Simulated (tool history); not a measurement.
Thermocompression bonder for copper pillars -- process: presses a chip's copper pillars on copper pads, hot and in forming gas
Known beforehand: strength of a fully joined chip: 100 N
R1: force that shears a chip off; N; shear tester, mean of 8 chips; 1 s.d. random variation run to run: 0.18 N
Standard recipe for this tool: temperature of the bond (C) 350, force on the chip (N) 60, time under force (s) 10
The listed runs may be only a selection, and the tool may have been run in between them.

run 1 hour=0 | temperature_of_the_bond_(C)=350 force_on_the_chip_(N)=60 time_under_force_(s)=10 | R1=48.3
run 2 hour=42.4 | temperature_of_the_bond_(C)=350 force_on_the_chip_(N)=60 time_under_force_(s)=10 | R1=47.7
run 3 hour=83.6 | temperature_of_the_bond_(C)=350 force_on_the_chip_(N)=60 time_under_force_(s)=10 | R1=47.4
run 4 hour=136.7 | temperature_of_the_bond_(C)=350 force_on_the_chip_(N)=60 time_under_force_(s)=10 | R1=47.1
-- hour=175.4 forming gas filter changed
run 5 hour=194.5 | temperature_of_the_bond_(C)=350 force_on_the_chip_(N)=60 time_under_force_(s)=10 | R1=48.9
run 6 hour=232.6 | temperature_of_the_bond_(C)=350 force_on_the_chip_(N)=60 time_under_force_(s)=10 | R1=48.5
run 7 hour=287.6 | temperature_of_the_bond_(C)=350 force_on_the_chip_(N)=60 time_under_force_(s)=10 | R1=48.3
run 8 hour=314.6 | temperature_of_the_bond_(C)=350 force_on_the_chip_(N)=60 time_under_force_(s)=10 | R1=48
run 9 hour=346.6 | temperature_of_the_bond_(C)=350 force_on_the_chip_(N)=60 time_under_force_(s)=10 | R1=47.5
run 10 hour=398.7 | temperature_of_the_bond_(C)=350 force_on_the_chip_(N)=60 time_under_force_(s)=10 | R1=47.7
run 11 hour=446.9 | temperature_of_the_bond_(C)=350 force_on_the_chip_(N)=60 time_under_force_(s)=10 | R1=46.8
-- hour=457.3 forming gas filter changed
run 12 hour=506.1 | temperature_of_the_bond_(C)=350 force_on_the_chip_(N)=60 time_under_force_(s)=10 | R1=48.8
run 13 hour=567.7 | temperature_of_the_bond_(C)=350 force_on_the_chip_(N)=60 time_under_force_(s)=10 | R1=48.4
run 14 hour=602.3 | temperature_of_the_bond_(C)=350 force_on_the_chip_(N)=60 time_under_force_(s)=10 | R1=48.2
run 15 hour=638.4 | temperature_of_the_bond_(C)=350 force_on_the_chip_(N)=54 time_under_force_(s)=10 | R1=44.5
run 16 hour=675.4 | temperature_of_the_bond_(C)=350 force_on_the_chip_(N)=85 time_under_force_(s)=10 | R1=60.6
-- hour=694 heater calibrated with a thermocouple chip
run 17 hour=728 | temperature_of_the_bond_(C)=350 force_on_the_chip_(N)=85 time_under_force_(s)=10 | R1=57.1
-- hour=743.7 forming gas filter changed
run 18 hour=763 | temperature_of_the_bond_(C)=350 force_on_the_chip_(N)=85 time_under_force_(s)=6 | R1=50.5
run 19 hour=815.5 | temperature_of_the_bond_(C)=365 force_on_the_chip_(N)=85 time_under_force_(s)=6 | R1=56.5
run 20 hour=865.4 | temperature_of_the_bond_(C)=353 force_on_the_chip_(N)=85 time_under_force_(s)=6 | R1=50.6
run 21 hour=917.8 | temperature_of_the_bond_(C)=353 force_on_the_chip_(N)=85 time_under_force_(s)=6 | R1=50.3
run 22 hour=943.2 | temperature_of_the_bond_(C)=353 force_on_the_chip_(N)=85 time_under_force_(s)=6 | R1=50.4
run 23 hour=1002.7 | temperature_of_the_bond_(C)=350 force_on_the_chip_(N)=60 time_under_force_(s)=29 | R1=63
-- hour=1025.9 forming gas filter changed
run 24 hour=1060.4 | temperature_of_the_bond_(C)=350 force_on_the_chip_(N)=60 time_under_force_(s)=14 | R1=52.8
run 25 hour=1094.3 | temperature_of_the_bond_(C)=373 force_on_the_chip_(N)=47 time_under_force_(s)=8 | R1=43.9
run 26 hour=1147.7 | temperature_of_the_bond_(C)=372 force_on_the_chip_(N)=37 time_under_force_(s)=11 | R1=40.1
run 27 hour=1189.6 | temperature_of_the_bond_(C)=366 force_on_the_chip_(N)=36 time_under_force_(s)=11 | R1=36.7
run 28 hour=1238.3 | temperature_of_the_bond_(C)=366 force_on_the_chip_(N)=36 time_under_force_(s)=11 | R1=36.6
run 29 hour=1282.8 | temperature_of_the_bond_(C)=372 force_on_the_chip_(N)=85 time_under_force_(s)=6 | R1=58.6
-- hour=1310.6 forming gas filter changed
run 30 hour=1320.2 | temperature_of_the_bond_(C)=352 force_on_the_chip_(N)=59 time_under_force_(s)=18 | R1=57.8
run 31 hour=1376.8 | temperature_of_the_bond_(C)=350 force_on_the_chip_(N)=63 time_under_force_(s)=9 | R1=46.9
run 32 hour=1401.7 | temperature_of_the_bond_(C)=373 force_on_the_chip_(N)=87 time_under_force_(s)=16 | R1=78.3
run 33 hour=1452.5 | temperature_of_the_bond_(C)=353 force_on_the_chip_(N)=60 time_under_force_(s)=10 | R1=47.4
run 34 hour=1507.6 | temperature_of_the_bond_(C)=353 force_on_the_chip_(N)=60 time_under_force_(s)=10 | R1=46.8
run 35 hour=1548.6 | temperature_of_the_bond_(C)=350 force_on_the_chip_(N)=70 time_under_force_(s)=10 | R1=51.1
run 36 hour=1583 | temperature_of_the_bond_(C)=350 force_on_the_chip_(N)=60 time_under_force_(s)=6 | R1=37.3
-- hour=1593.4 forming gas filter changed
run 37 hour=1612.4 | temperature_of_the_bond_(C)=350 force_on_the_chip_(N)=60 time_under_force_(s)=6 | R1=39.1
run 38 hour=1668.3 | temperature_of_the_bond_(C)=350 force_on_the_chip_(N)=60 time_under_force_(s)=6 | R1=39.3
run 39 hour=1712.2 | temperature_of_the_bond_(C)=331 force_on_the_chip_(N)=48 time_under_force_(s)=8 | R1=29.5
run 40 hour=1763.1 | temperature_of_the_bond_(C)=328 force_on_the_chip_(N)=76 time_under_force_(s)=8 | R1=41.6

Consider 3 possible next runs. They are alternatives, not a sequence: every one starts from the tool as it was left by run 40. What does each give?
run A hour=1798.8 | temperature_of_the_bond_(C)=339 force_on_the_chip_(N)=76 time_under_force_(s)=8 | R1=?
run B hour=1798.8 | temperature_of_the_bond_(C)=376 force_on_the_chip_(N)=81 time_under_force_(s)=27 | R1=?
run C hour=1798.8 | temperature_of_the_bond_(C)=355 force_on_the_chip_(N)=56 time_under_force_(s)=16 | R1=?

run=A R1=46.4
run=B R1=83.4
run=C R1=54
Without the tool's hidden state the same runs would have given:
run=A R1=47.4
run=B R1=86.2
run=C R1=55.5

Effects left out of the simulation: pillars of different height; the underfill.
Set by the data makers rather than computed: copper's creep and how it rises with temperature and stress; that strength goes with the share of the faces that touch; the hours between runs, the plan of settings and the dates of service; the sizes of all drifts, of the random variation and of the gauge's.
